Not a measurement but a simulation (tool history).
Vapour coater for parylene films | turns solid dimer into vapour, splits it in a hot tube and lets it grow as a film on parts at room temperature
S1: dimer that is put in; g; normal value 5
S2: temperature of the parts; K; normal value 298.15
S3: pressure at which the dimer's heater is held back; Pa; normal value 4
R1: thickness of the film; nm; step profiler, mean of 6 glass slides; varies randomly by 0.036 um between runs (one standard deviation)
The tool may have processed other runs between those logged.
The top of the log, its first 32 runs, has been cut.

{"run": 33, "hour": 882.5, "S1": 5, "S2": 303.15, "S3": 2.16, "R1": 3620}
{"run": 34, "hour": 909.1, "S1": 9, "S2": 296.15, "S3": 4, "R1": 7330}
{"run": 35, "hour": 931.2, "S1": 9, "S2": 296.15, "S3": 4, "R1": 7390}
{"run": 36, "hour": 949.1, "S1": 8, "S2": 296.15, "S3": 6.42, "R1": 5980}
{"run": 37, "hour": 973.4, "S1": 4, "S2": 298.15, "S3": 2.81, "R1": 3250}
{"run": 38, "hour": 1001.0, "S1": 4, "S2": 298.15, "S3": 2.81, "R1": 3280}
{"run": 39, "hour": 1019.3, "S1": 6, "S2": 299.15, "S3": 6.32, "R1": 3980}
{"run": 40, "hour": 1057.7, "S1": 6, "S2": 299.15, "S3": 6.32, "R1": 3970}
{"run": 41, "hour": 1095.1, "S1": 6, "S2": 299.15, "S3": 6.32, "R1": 4000}
{"run": 42, "hour": 1130.8, "S1": 6, "S2": 299.15, "S3": 6.32, "R1": 4030}
{"run": 43, "hour": 1169.3, "S1": 6, "S2": 302.15, "S3": 8.7, "R1": 3300}
{"run": 44, "hour": 1198.6, "S1": 2, "S2": 302.15, "S3": 10.04, "R1": 1070}

What will run 45 give?
{"hour": 1224.3, "done": "trap's valve overhauled"}
{"run": 45, "hour": 1235.1, "S1": 2, "S2": 292.15, "S3": 3.12, "R1": "?"}

{"run 45": {"R1": 2010}}
Minus the tool's unlogged condition, the same run would have read R1 2010 nm.
